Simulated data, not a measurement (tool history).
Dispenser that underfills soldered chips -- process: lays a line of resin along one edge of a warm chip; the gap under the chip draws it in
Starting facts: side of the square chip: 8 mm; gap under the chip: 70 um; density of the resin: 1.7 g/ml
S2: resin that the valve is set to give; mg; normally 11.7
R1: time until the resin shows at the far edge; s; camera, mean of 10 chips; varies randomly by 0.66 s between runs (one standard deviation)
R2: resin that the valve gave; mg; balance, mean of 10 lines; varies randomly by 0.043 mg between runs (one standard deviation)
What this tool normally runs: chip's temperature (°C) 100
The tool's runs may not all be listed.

run 1 hour=0 | chip's_temperature_(°C)=100 S2=11.7 | R1=62.8 R2=11.66
run 2 hour=6.9 | chip's_temperature_(°C)=100 S2=11.7 | R1=89.6 R2=11.56
run 3 hour=12 | chip's_temperature_(°C)=100 S2=11.7 | R1=114.9 R2=11.54
-- hour=14.4 new syringe of resin
run 4 hour=16.9 | chip's_temperature_(°C)=100 S2=11.7 | R1=68.6 R2=11.47
run 5 hour=24.9 | chip's_temperature_(°C)=100 S2=11.7 | R1=103.9 R2=11.43
-- hour=28.8 new syringe of resin
run 6 hour=33.4 | chip's_temperature_(°C)=100 S2=12.8 | R1=78.4 R2=12.44
run 7 hour=38.9 | chip's_temperature_(°C)=107 S2=12.8 | R1=75.7 R2=12.41
-- hour=43.8 new syringe of resin
run 8 hour=48 | chip's_temperature_(°C)=107 S2=12.8 | R1=55.2 R2=12.27
run 9 hour=57 | chip's_temperature_(°C)=99 S2=12.8 | R1=124.4 R2=12.29
-- hour=58.4 new syringe of resin
run 10 hour=61.4 | chip's_temperature_(°C)=100 S2=11.7 | R1=71.9 R2=11.13
run 11 hour=68.5 | chip's_temperature_(°C)=87 S2=13.5 | R1=188.2 R2=12.89
-- hour=73.2 new syringe of resin
run 12 hour=74.9 | chip's_temperature_(°C)=97 S2=12.8 | R1=77 R2=12.09
run 13 hour=83.6 | chip's_temperature_(°C)=93 S2=11.5 | R1=142 R2=10.8
-- hour=87.3 dispensing valve cleaned and set on the balance
-- hour=89.2 new syringe of resin
run 14 hour=89.6 | chip's_temperature_(°C)=94 S2=12.1 | R1=85.1 R2=12.05
run 15 hour=95.3 | chip's_temperature_(°C)=94 S2=12.1 | R1=112.6 R2=11.99
run 16 hour=100.8 | chip's_temperature_(°C)=94 S2=12.1 | R1=146.8 R2=11.91
-- hour=103.7 new syringe of resin
run 17 hour=106.5 | chip's_temperature_(°C)=109 S2=14.6 | R1=47.9 R2=14.35
run 18 hour=111.7 | chip's_temperature_(°C)=109 S2=14.6 | R1=61.4 R2=14.35
-- hour=118.4 new syringe of resin
run 19 hour=120.1 | chip's_temperature_(°C)=109 S2=14.6 | R1=44.6 R2=14.32
run 20 hour=129.1 | chip's_temperature_(°C)=86 S2=10.5 | R1=205.6 R2=10.19

What would each run have given without the hidden state, its run-to-run variation left as it was?
Hidden conditions of the tool in this case: resin's viscosity, % of fresh resin's; dose that the valve gives, % of what is set; true chip temperature over the reading, C; drift of the gauge itself on fill_s, %; drift of the gauge itself on given_mg, %.
run=1 R1=58.2 R2=11.76
run=2 R1=58.9 R2=11.71
run=3 R1=58.4 R2=11.72
run=4 R1=57.8 R2=11.69
run=5 R1=58.6 R2=11.71
run=6 R1=59.1 R2=12.81
run=7 R1=43.6 R2=12.83
run=8 R1=42.9 R2=12.77
run=9 R1=61.2 R2=12.88
run=10 R1=58.1 R2=11.69
run=11 R1=106.6 R2=13.61
run=12 R1=66.6 R2=12.83
run=13 R1=79.2 R2=11.53
run=14 R1=77.8 R2=12.11
run=15 R1=77.3 R2=12.1
run=16 R1=76.2 R2=12.06
run=17 R1=39.7 R2=14.59
run=18 R1=39 R2=14.63
run=19 R1=39.3 R2=14.67
run=20 R1=113.7 R2=10.51
